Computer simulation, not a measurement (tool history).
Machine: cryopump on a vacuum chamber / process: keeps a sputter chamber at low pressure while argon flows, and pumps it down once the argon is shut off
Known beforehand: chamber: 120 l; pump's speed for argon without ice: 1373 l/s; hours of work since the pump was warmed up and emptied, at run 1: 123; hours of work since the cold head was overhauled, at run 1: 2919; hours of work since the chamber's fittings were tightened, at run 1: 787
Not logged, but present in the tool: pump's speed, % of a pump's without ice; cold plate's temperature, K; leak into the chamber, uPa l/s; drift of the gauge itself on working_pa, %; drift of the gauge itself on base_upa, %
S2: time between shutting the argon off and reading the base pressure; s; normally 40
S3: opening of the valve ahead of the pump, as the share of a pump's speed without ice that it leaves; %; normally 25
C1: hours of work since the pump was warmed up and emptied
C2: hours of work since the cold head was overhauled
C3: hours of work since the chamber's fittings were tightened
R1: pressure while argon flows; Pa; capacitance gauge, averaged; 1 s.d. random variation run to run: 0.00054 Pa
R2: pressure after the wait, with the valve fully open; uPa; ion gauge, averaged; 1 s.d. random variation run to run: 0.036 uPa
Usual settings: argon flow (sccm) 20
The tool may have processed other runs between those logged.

Run 1, hour 0: usual settings; C1 123; C2 2919; C3 787. Result: R1 0.1007 Pa, R2 2.83 uPa.
Run 2, hour 126.7: usual settings but S3 26 %; C1 195; C2 2991; C3 859. Result: R1 0.0967 Pa, R2 2.85 uPa.
Run 3, hour 198.2: usual settings but S3 26 %; C1 236; C2 3032; C3 899. Result: R1 0.097 Pa, R2 3.01 uPa.
Run 4, hour 310: usual settings but S3 26 %; C1 299; C2 3096; C3 963. Result: R1 0.0982 Pa, R2 3.09 uPa.
Run 5, hour 402: usual settings but S3 26 %; C1 352; C2 3148; C3 1015. Result: R1 0.0983 Pa, R2 3.09 uPa.
Run 6, hour 521.1: usual settings but S3 26 %; C1 419; C2 3216; C3 1083. Result: R1 0.0988 Pa, R2 3.21 uPa.
Run 7, hour 588.2: usual settings; C1 458; C2 3254; C3 1121. Result: R1 0.1033 Pa, R2 3.35 uPa.
Run 8, hour 653.1: usual settings; C1 494; C2 3291; C3 1158. Result: R1 0.1035 Pa, R2 3.33 uPa.
Run 9, hour 769.4: usual settings; C1 560; C2 3357; C3 1224. Result: R1 0.1038 Pa, R2 3.54 uPa.
Run 10, hour 834.5: usual settings but S2 91 s; C1 597; C2 3394; C3 1261. Result: R1 0.104 Pa, R2 2.43 uPa.
Run 11, hour 946.1: usual settings but S2 24 s; C1 661; C2 3457; C3 1325. Result: R1 0.1049 Pa, R2 4.83 uPa.
Run 12, hour 1057.3: usual settings but S2 24 s; C1 724; C2 3520; C3 1388. Result: R1 0.1051 Pa, R2 4.92 uPa.
Run 13, hour 1161.2: usual settings but S3 20 %; C1 783; C2 3579; C3 1447. Result: R1 0.1306 Pa, R2 3.73 uPa.
Run 14, hour 1269.6: usual settings but argon flow (sccm) 26, S2 142 s, S3 43 %; C1 845; C2 3641; C3 1508. Result: R1 0.0867 Pa, R2 2.63 uPa.
At hour 1327.3: pump warmed up, emptied and cooled again.
Run 15, hour 1331: usual settings but argon flow (sccm) 26, S2 142 s, S3 43 %; C1 2; C2 3673; C3 1540. Result: R1 0.0757 Pa, R2 2.19 uPa.
Run 16, hour 1453.9: usual settings but argon flow (sccm) 19, S2 42 s, S3 34 %; C1 72; C2 3743; C3 1610. Result: R1 0.0707 Pa, R2 3.46 uPa.
Run 17, hour 1554.6: usual settings but argon flow (sccm) 19, S2 95 s, S3 34 %; C1 129; C2 3800; C3 1668. Result: R1 0.0711 Pa, R2 2.53 uPa.
Run 18, hour 1648.5: usual settings but argon flow (sccm) 9, S2 93 s, S3 44 %; C1 183; C2 3854; C3 1721. Result: R1 0.0256 Pa, R2 2.63 uPa.
Run 19, hour 1772.6: usual settings but argon flow (sccm) 36, S2 101 s; C1 253; C2 3924; C3 1791. Result: R1 0.184 Pa, R2 2.8 uPa.
At hour 1874: leaking fittings of the chamber tightened, without venting.
Run 20, hour 1887.7: usual settings but argon flow (sccm) 36, S2 23 s, S3 31 %; C1 317; C2 3988; C3 8. Result: R1 0.1502 Pa, R2 3.34 uPa.
Run 21, hour 2015.9: usual settings but S2 108 s; C1 390; C2 4061; C3 81. Result: R1 0.1044 Pa, R2 1.01 uPa.
Run 22, hour 2132.1: usual settings but S2 21 s, S3 43 %; C1 456; C2 4127; C3 147. Result: R1 0.0625 Pa, R2 3.75 uPa.
Run 23, hour 2243: usual settings but argon flow (sccm) 18, S2 30 s, S3 23 %; C1 519; C2 4190; C3 210. Result: R1 0.1008 Pa, R2 2.96 uPa.
Run 24, hour 2354.3: usual settings but argon flow (sccm) 18, S2 30 s, S3 23 %; C1 582; C2 4253; C3 273. Result: R1 0.1019 Pa, R2 3.02 uPa.
Run 25, hour 2470.1: usual settings but argon flow (sccm) 18, S2 30 s, S3 23 %; C1 648; C2 4319; C3 339. Result: R1 0.1015 Pa, R2 3.05 uPa.

The same runs without the tool's hidden state, with the same run-to-run variation:
run      R1    R2
  1  0.0988  1.99
  2  0.0943  1.96
  3  0.0942  2.03
  4  0.0949  2.03
  5  0.0945  1.99
  6  0.0943     2
  7  0.0985  2.04
  8  0.0983  1.98
  9  0.0979  2.06
 10  0.0977  0.96
 11  0.0979  3.22
 12  0.0974   3.2
 13  0.1222  1.96
 14  0.0747  0.72
 15  0.0739  0.71
 16   0.069   1.9
 17  0.0688  0.92
 18  0.0243  0.93
 19  0.1779  0.95
 20   0.143  3.28
 21  0.0997  0.87
 22  0.0572  3.53
 23  0.0954  2.65
 24   0.096  2.63
 25  0.0949  2.59

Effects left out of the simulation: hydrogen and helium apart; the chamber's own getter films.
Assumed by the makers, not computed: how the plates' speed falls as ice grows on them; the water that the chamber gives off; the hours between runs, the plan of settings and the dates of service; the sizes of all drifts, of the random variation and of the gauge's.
